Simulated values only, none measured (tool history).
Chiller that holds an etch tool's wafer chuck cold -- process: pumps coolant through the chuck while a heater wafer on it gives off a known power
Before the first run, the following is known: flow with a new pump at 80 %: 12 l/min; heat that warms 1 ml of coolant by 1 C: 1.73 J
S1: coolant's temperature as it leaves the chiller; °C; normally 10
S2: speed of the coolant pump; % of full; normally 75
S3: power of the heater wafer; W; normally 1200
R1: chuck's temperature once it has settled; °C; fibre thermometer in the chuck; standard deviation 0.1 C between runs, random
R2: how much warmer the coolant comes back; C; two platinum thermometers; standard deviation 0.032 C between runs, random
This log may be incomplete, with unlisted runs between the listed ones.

run 1 hour=0.0 | S1=10 S2=75 S3=1200 | R1=20.5 R2=3.74
run 2 hour=34.4 | S1=10 S2=75 S3=1200 | R1=20.4 R2=3.73
run 3 hour=62.4 | S1=10 S2=75 S3=1200 | R1=20.6 R2=3.74
run 4 hour=97.2 | S1=10 S2=75 S3=631 | R1=15.3 R2=2.00
run 5 hour=139.9 | S1=10 S2=75 S3=625 | R1=15.5 R2=1.93
run 6 hour=165.3 | S1=10 S2=75 S3=625 | R1=15.5 R2=1.90
run 7 hour=198.4 | S1=10 S2=75 S3=625 | R1=15.6 R2=1.95
run 8 hour=221.2 | S1=10 S2=75 S3=625 | R1=15.5 R2=1.96
run 9 hour=241.1 | S1=10 S2=75 S3=625 | R1=15.5 R2=1.87
run 10 hour=268.2 | S1=19 S2=75 S3=1428 | R1=31.8 R2=4.36
run 11 hour=293.5 | S1=3 S2=75 S3=1200 | R1=13.6 R2=3.67

What will run 12 give?
run 12 hour=330.9 | S1=5 S2=75 S3=750 | R1=? R2=?

{"run 12": {"R1": 11.6, "R2": 2.29}}
Without the tool's hidden state the same run would have given R1 11.6 °C, R2 2.29 C.
